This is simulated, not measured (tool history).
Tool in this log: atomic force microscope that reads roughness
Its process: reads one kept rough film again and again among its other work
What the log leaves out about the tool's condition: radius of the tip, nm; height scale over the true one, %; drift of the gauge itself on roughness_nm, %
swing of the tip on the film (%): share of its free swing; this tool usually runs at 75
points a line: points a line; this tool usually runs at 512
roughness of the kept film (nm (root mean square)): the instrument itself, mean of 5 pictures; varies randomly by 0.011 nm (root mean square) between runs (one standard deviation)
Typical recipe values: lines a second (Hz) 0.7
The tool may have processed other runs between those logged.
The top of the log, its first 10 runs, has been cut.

run,hour,lines a second (Hz),swing of the tip on the film (%),points a line,pictures with this tip,hours of work since the height scale was calibrated,roughness of the kept film (nm (root mean square))
# hour 512.6: new tip fitted
11,515.4,0.7,64,512,3,666,2.46
12,556,0.7,64,512,44,685,2.441
# hour 587: new tip fitted
13,599.2,0.7,64,512,12,704,2.461
14,654.4,0.7,64,512,69,729,2.442
# hour 660.6: new tip fitted
15,697.8,0.7,64,512,38,748,2.436
# hour 735.3: new tip fitted
16,738.4,1.329,64,512,3,767,2.421
17,785.8,0.685,77,366,52,788,2.394
# hour 809.6: new tip fitted
18,822.6,2.02,58,313,13,804,2.425
19,877.9,2.02,58,313,70,829,2.408
# hour 881.3: new tip fitted
20,932,0.7,73,512,52,854,2.428
# hour 954.8: new tip fitted
21,994.9,3.764,76,715,42,882,2.204
22,1021.4,0.9,67,555,69,894,2.428
# hour 1029.3: new tip fitted
23,1074.4,1.971,63,947,46,918,2.418
# hour 1105.8: new tip fitted
24,1128.3,0.577,75,687,23,942,2.422
# hour 1177.8: new tip fitted
25,1193.4,0.7,63,647,16,971,2.473
26,1235.6,1.3,64,277,59,990,2.432
# hour 1249: new tip fitted
27,1290.4,1.3,64,606,42,1015,2.431
# hour 1320.9: new tip fitted
28,1335.4,3.663,62,854,15,1035,2.358
29,1363.5,3.663,62,854,43,1048,2.344
# hour 1394.6: new tip fitted
30,1407.8,0.773,62,301,13,1068,2.454
31,1453.7,0.773,62,301,60,1088,2.441

5 ways to go on from here, each from the tool as it stands after run 31. What would each give?
# hour 1468.6: new tip fitted
A,1482,0.773,78,664,14,1101,?
# hour 1468.6: new tip fitted
B,1482,0.7,78,512,14,1101,?
# hour 1468.6: new tip fitted
C,1482,0.773,66,301,14,1101,?
# hour 1468.6: new tip fitted
D,1482,0.7,75,619,14,1101,?
# hour 1468.6: new tip fitted
E,1482,1.969,62,623,14,1101,?

run,roughness of the kept film (nm (root mean square))
A,2.422
B,2.419
C,2.438
D,2.443
E,2.406
With no hidden state in the tool, these same runs would have given:
run,roughness of the kept film (nm (root mean square))
A,2.423
B,2.42
C,2.439
D,2.444
E,2.407

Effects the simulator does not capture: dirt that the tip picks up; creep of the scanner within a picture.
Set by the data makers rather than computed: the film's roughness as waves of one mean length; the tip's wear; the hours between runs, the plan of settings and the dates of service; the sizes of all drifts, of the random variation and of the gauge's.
